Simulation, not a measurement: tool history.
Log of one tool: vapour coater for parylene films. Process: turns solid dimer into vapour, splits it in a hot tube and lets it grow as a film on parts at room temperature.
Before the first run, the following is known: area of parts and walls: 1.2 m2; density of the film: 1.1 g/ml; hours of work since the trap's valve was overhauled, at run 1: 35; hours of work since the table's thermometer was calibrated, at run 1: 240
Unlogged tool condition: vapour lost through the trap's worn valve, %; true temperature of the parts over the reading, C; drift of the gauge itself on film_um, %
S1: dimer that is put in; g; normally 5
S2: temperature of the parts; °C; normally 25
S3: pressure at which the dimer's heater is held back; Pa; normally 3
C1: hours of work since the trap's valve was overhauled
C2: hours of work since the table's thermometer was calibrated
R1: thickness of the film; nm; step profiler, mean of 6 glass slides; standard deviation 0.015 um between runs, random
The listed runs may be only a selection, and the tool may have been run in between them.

run 1 hour=0 | S1=5 S2=25 S3=3 | C1=35 C2=240 | R1=1920
run 2 hour=13.2 | S1=5 S2=25 S3=3 | C1=43 C2=247 | R1=1940
run 3 hour=22.8 | S1=5 S2=25 S3=3 | C1=48 C2=253 | R1=1920
run 4 hour=30.4 | S1=5 S2=25 S3=3 | C1=53 C2=257 | R1=1890
run 5 hour=44.2 | S1=5 S2=25 S3=3 | C1=61 C2=265 | R1=1920
run 6 hour=57.7 | S1=8 S2=25 S3=3 | C1=68 C2=273 | R1=3070
run 7 hour=72.3 | S1=8 S2=32 S3=3 | C1=77 C2=281 | R1=2710
run 8 hour=81.2 | S1=8 S2=32 S3=3 | C1=82 C2=286 | R1=2670
run 9 hour=91.4 | S1=8 S2=31 S3=3 | C1=88 C2=292 | R1=2730
-- hour=93.4 table's thermometer calibrated
run 10 hour=100.3 | S1=8 S2=31 S3=3 | C1=92 C2=4 | R1=2720
run 11 hour=111.3 | S1=8 S2=31 S3=3 | C1=98 C2=10 | R1=2700
-- hour=119.1 table's thermometer calibrated, once more
run 12 hour=129.1 | S1=8 S2=31 S3=3 | C1=108 C2=6 | R1=2740
run 13 hour=135.9 | S1=8 S2=31 S3=3 | C1=112 C2=10 | R1=2750
run 14 hour=146 | S1=5 S2=25 S3=3 | C1=118 C2=15 | R1=1920
run 15 hour=156.1 | S1=5 S2=25 S3=3 | C1=124 C2=21 | R1=1940
run 16 hour=166.7 | S1=5 S2=25 S3=3 | C1=130 C2=27 | R1=1880
run 17 hour=182.2 | S1=5 S2=25 S3=3 | C1=138 C2=36 | R1=1920
run 18 hour=192.5 | S1=5 S2=25 S3=3 | C1=144 C2=42 | R1=1890
run 19 hour=208 | S1=5 S2=25 S3=3 | C1=153 C2=51 | R1=1900
run 20 hour=215.4 | S1=5 S2=25 S3=3 | C1=157 C2=55 | R1=1890
run 21 hour=222.8 | S1=4 S2=35 S3=3.03 | C1=162 C2=59 | R1=1260
run 22 hour=232.7 | S1=4 S2=35 S3=3.03 | C1=167 C2=65 | R1=1270
run 23 hour=243.4 | S1=6 S2=25 S3=3 | C1=173 C2=71 | R1=2300
run 24 hour=257.4 | S1=3 S2=17 S3=6.21 | C1=182 C2=79 | R1=1140
run 25 hour=271.2 | S1=3 S2=17 S3=7.31 | C1=189 C2=87 | R1=1100
run 26 hour=282.7 | S1=6 S2=29 S3=2.49 | C1=196 C2=94 | R1=2210
run 27 hour=296.2 | S1=6 S2=33 S3=2.49 | C1=204 C2=101 | R1=2060
run 28 hour=309.6 | S1=3 S2=34 S3=3 | C1=211 C2=109 | R1=950
run 29 hour=317.9 | S1=3 S2=34 S3=3 | C1=216 C2=114 | R1=960
run 30 hour=326.8 | S1=5 S2=25 S3=2.03 | C1=221 C2=119 | R1=2100
run 31 hour=338.1 | S1=5 S2=28 S3=4.35 | C1=228 C2=125 | R1=1640

The next listed run, before its measurement:
run 32 hour=351.5 | S1=5 S2=28 S3=4.35 | C1=235 C2=133 | R1=?

R1: 1660 nm
Without the tool's hidden state the same run would have given R1 1700 nm.
